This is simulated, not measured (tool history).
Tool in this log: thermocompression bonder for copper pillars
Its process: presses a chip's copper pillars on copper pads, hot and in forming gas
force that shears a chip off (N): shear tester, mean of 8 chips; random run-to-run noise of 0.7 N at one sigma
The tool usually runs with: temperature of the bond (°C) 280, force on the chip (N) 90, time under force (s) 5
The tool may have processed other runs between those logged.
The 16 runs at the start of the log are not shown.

| run | hour | temperature of the bond (°C) | force on the chip (N) | time under force (s) | force that shears a chip off (N) |
|---|---|---|---|---|---|
| 17 | 567.0 | 280 | 90 | 3 | 81.9 |
| 18 | 603.8 | 280 | 90 | 3 | 82.7 |
| 19 | 639.6 | 264 | 90 | 3 | 70.1 |
|  | 676.6 | heater calibrated with a thermocouple chip, once more |
| 20 | 676.6 | 264 | 90 | 3 | 78.3 |
|  | 689.3 | forming gas filter changed |
| 21 | 722.5 | 264 | 90 | 3 | 83.7 |
| 22 | 752.9 | 264 | 90 | 3 | 82.4 |
| 23 | 776.0 | 250 | 90 | 3 | 71.0 |
| 24 | 816.6 | 250 | 90 | 3 | 69.4 |
| 25 | 845.5 | 291 | 63 | 6 | 96.9 |
| 26 | 895.3 | 304 | 90 | 5 | 122.2 |
| 27 | 945.5 | 265 | 101 | 7 | 110.5 |
| 28 | 969.5 | 268 | 72 | 3 | 67.9 |
| 29 | 1011.8 | 268 | 72 | 12 | 103.9 |
| 30 | 1051.4 | 268 | 72 | 12 | 102.1 |
| 31 | 1077.2 | 268 | 72 | 12 | 102.6 |
| 32 | 1120.2 | 280 | 129 | 12 | 136.2 |
| 33 | 1149.0 | 266 | 90 | 5 | 93.1 |
| 34 | 1193.2 | 259 | 90 | 10 | 104.2 |
| 35 | 1226.7 | 259 | 90 | 10 | 103.8 |
| 36 | 1265.1 | 259 | 90 | 10 | 102.9 |
|  | 1273.3 | forming gas filter changed |
| 37 | 1318.6 | 274 | 91 | 4 | 98.6 |
| 38 | 1361.3 | 274 | 91 | 4 | 98.9 |

Consider 5 possible next runs. They are alternatives, not a sequence: every one starts from the tool as it was left by run 38. What does each give?
| A | 1399.6 | 280 | 90 | 6 | ? |
| B | 1399.6 | 295 | 87 | 10 | ? |
| C | 1399.6 | 297 | 69 | 7 | ? |
| D | 1399.6 | 299 | 105 | 8 | ? |
| E | 1399.6 | 301 | 98 | 3 | ? |

| run | force that shears a chip off (N) |
|---|---|
| A | 111.4 |
| B | 129.4 |
| C | 111.7 |
| D | 136.5 |
| E | 114.7 |
What these runs would have given with no unlogged condition in the tool:
| run | force that shears a chip off (N) |
|---|---|
| A | 110.5 |
| B | 129.4 |
| C | 110.6 |
| D | 137.1 |
| E | 113.8 |
